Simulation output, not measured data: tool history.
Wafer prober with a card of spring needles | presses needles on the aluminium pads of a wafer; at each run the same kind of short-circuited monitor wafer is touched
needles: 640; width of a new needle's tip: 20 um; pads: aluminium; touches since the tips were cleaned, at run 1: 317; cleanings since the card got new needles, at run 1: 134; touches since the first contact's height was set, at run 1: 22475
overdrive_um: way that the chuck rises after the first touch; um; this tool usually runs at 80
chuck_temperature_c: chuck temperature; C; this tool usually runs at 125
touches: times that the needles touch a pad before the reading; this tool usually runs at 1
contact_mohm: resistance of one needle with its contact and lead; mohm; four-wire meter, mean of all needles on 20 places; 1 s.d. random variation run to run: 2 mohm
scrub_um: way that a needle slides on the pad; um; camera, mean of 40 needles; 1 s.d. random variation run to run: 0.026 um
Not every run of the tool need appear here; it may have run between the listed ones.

run	hour	overdrive_um	chuck_temperature_c	touches	touches since the tips were cleaned	cleanings since the card got new needles	touches since the first contact's height was set	contact_mohm	scrub_um
1	0	80	125	1	317	134	22475	238	13.69
# hour 11.5: tips cleaned on abrasive film
# hour 22.9: tips cleaned on abrasive film
# hour 37.2: tips cleaned on abrasive film
# hour 48.6: tips cleaned on abrasive film
2	56.3	80	125	1	4607	138	56060	287	13.65
# hour 62.1: tips cleaned on abrasive film
# hour 73.5: tips cleaned on abrasive film
# hour 85: tips cleaned on abrasive film
3	96.1	80	125	1	6708	141	79813	289	13.61
# hour 99.1: tips cleaned on abrasive film
# hour 113.2: tips cleaned on abrasive film
# hour 127.5: tips cleaned on abrasive film
4	132.1	80	125	1	2748	144	101233	261	13.47
# hour 140.7: tips cleaned on abrasive film
# hour 152.1: tips cleaned on abrasive film
5	159.2	80	125	1	4250	146	117414	278	13.46
# hour 165: tips cleaned on abrasive film
# hour 176.4: tips cleaned on abrasive film
# hour 187.9: tips cleaned on abrasive film
6	195.5	80	125	1	4544	149	139003	286	13.39
# hour 201.2: tips cleaned on abrasive film
# hour 215.5: tips cleaned on abrasive film
# hour 229.7: tips cleaned on abrasive film
7	234.7	80	125	1	3039	152	162427	270	13.38
# hour 243.4: tips cleaned on abrasive film
# hour 257.5: tips cleaned on abrasive film
# hour 269: tips cleaned on abrasive film
# hour 283.2: tips cleaned on abrasive film
8	287	80	125	1	2282	156	193613	267	13.27
# hour 295.6: tips cleaned on abrasive film
# hour 301.6: height of the first contact set anew
# hour 310.2: tips cleaned on abrasive film
# hour 324.5: tips cleaned on abrasive film
9	324.6	80	125	1	50	159	13687	234	13.1
# hour 336: tips cleaned on abrasive film
# hour 347.5: tips cleaned on abrasive film
10	358.8	80	125	1	6807	161	34139	299	13.1
# hour 361.7: tips cleaned on abrasive film
# hour 376: tips cleaned on abrasive film
# hour 387.5: tips cleaned on abrasive film
# hour 401.8: tips cleaned on abrasive film
11	405.1	80	125	1	2012	165	61718	267	12.98
# hour 413.7: tips cleaned on abrasive film
# hour 425.2: tips cleaned on abrasive film
# hour 439.5: tips cleaned on abrasive film
# hour 453.7: tips cleaned on abrasive film
12	464.2	86	125	1	6315	169	96972	291	13.97
# hour 467.1: tips cleaned on abrasive film
# hour 481.4: tips cleaned on abrasive film
# hour 492.8: tips cleaned on abrasive film
# hour 507.1: tips cleaned on abrasive film
13	514.3	80	125	2	4349	173	126865	265	12.87
# hour 520.1: tips cleaned on abrasive film
# hour 531.6: tips cleaned on abrasive film
# hour 543: tips cleaned on abrasive film
# hour 557: tips cleaned on abrasive film
# hour 571.3: tips cleaned on abrasive film
14	576.1	80	125	1	2867	178	163673	281	12.77
# hour 584.7: tips cleaned on abrasive film
# hour 596.2: tips cleaned on abrasive film
# hour 607.6: tips cleaned on abrasive film
# hour 619.1: tips cleaned on abrasive film
# hour 622.2: height of the first contact set anew, once more
# hour 633.6: tips cleaned on abrasive film
15	633.9	80	125	2	221	183	7001	236	13.68
# hour 645.4: tips cleaned on abrasive film
# hour 656.8: tips cleaned on abrasive film
16	661.5	81	125	2	2822	185	23461	254	13.82
# hour 670.1: tips cleaned on abrasive film
# hour 684.3: tips cleaned on abrasive film
17	688.7	85	125	2	2612	187	39653	249	14.49
# hour 697.3: tips cleaned on abrasive film
# hour 708.7: tips cleaned on abrasive film
# hour 720.2: tips cleaned on abrasive film
18	725.2	89	55	1	3021	190	61422	255	15.11
# hour 733.8: tips cleaned on abrasive film
# hour 745.2: tips cleaned on abrasive film
# hour 756.7: tips cleaned on abrasive film
# hour 768.1: tips cleaned on abrasive film
19	777.7	71	44	1	5771	194	92739	315	11.98
# hour 780.7: tips cleaned on abrasive film
# hour 795: tips cleaned on abrasive film
# hour 806.4: tips cleaned on abrasive film
# hour 820.7: tips cleaned on abrasive film
20	830.3	74	26	2	5797	198	124103	268	12.42
# hour 833.3: tips cleaned on abrasive film
# hour 847.6: tips cleaned on abrasive film
# hour 861.9: tips cleaned on abrasive film
# hour 873.3: tips cleaned on abrasive film
# hour 884.8: tips cleaned on abrasive film
21	886.9	71	125	3	1311	203	157800	243	11.81
# hour 898.4: tips cleaned on abrasive film
# hour 912.7: tips cleaned on abrasive film
# hour 927: tips cleaned on abrasive film
22	934.2	80	26	1	4368	206	186031	279	13.36
# hour 940: tips cleaned on abrasive film
# hour 951.4: tips cleaned on abrasive film
# hour 963.1: height of the first contact set anew
# hour 966: tips cleaned on abrasive film
# hour 977.5: tips cleaned on abrasive film
# hour 991.7: tips cleaned on abrasive film
23	993	80	26	1	771	211	17768	228	13.7
# hour 1004.2: tips cleaned on abrasive film
# hour 1018.4: tips cleaned on abrasive film
# hour 1029.9: tips cleaned on abrasive film
# hour 1041.3: tips cleaned on abrasive film
24	1042.5	71	125	3	693	215	47280	234	12.08
# hour 1053.9: tips cleaned on abrasive film
# hour 1065.4: tips cleaned on abrasive film
# hour 1077.7: tips cleaned on abrasive film
25	1077.7	83	125	3	0	218	68243	228	14.07
# hour 1089.1: tips cleaned on abrasive film
# hour 1100.6: tips cleaned on abrasive film
# hour 1112: tips cleaned on abrasive film
# hour 1126.2: tips cleaned on abrasive film
# hour 1137.6: tips cleaned on abrasive film
26	1141.6	83	125	3	2377	223	106334	239	13.96

Branching from run 26: 4 alternative next runs. What would each branch give?
# hour 1150.2: tips cleaned on abrasive film
# hour 1164.5: tips cleaned on abrasive film
# hour 1175.9: tips cleaned on abrasive film
# hour 1187.4: tips cleaned on abrasive film
# hour 1201.7: tips cleaned on abrasive film
A	1203.9	95	125	3	1378	228	143505	?	?
# hour 1150.2: tips cleaned on abrasive film
# hour 1164.5: tips cleaned on abrasive film
# hour 1175.9: tips cleaned on abrasive film
# hour 1187.4: tips cleaned on abrasive film
# hour 1201.7: tips cleaned on abrasive film
B	1203.9	68	125	1	1378	228	143505	?	?
# hour 1150.2: tips cleaned on abrasive film
# hour 1164.5: tips cleaned on abrasive film
# hour 1175.9: tips cleaned on abrasive film
# hour 1187.4: tips cleaned on abrasive film
# hour 1201.7: tips cleaned on abrasive film
C	1203.9	78	125	1	1378	228	143505	?	?
# hour 1150.2: tips cleaned on abrasive film
# hour 1164.5: tips cleaned on abrasive film
# hour 1175.9: tips cleaned on abrasive film
# hour 1187.4: tips cleaned on abrasive film
# hour 1201.7: tips cleaned on abrasive film
D	1203.9	61	34	1	1378	228	143505	?	?

run	contact_mohm	scrub_um
A	229	15.94
B	276	11.3
C	264	13.01
D	279	10.17
With no hidden state in the tool, these same runs would have given:
run	contact_mohm	scrub_um
A	216	16.3
B	221	11.66
C	221	13.37
D	204	10.53
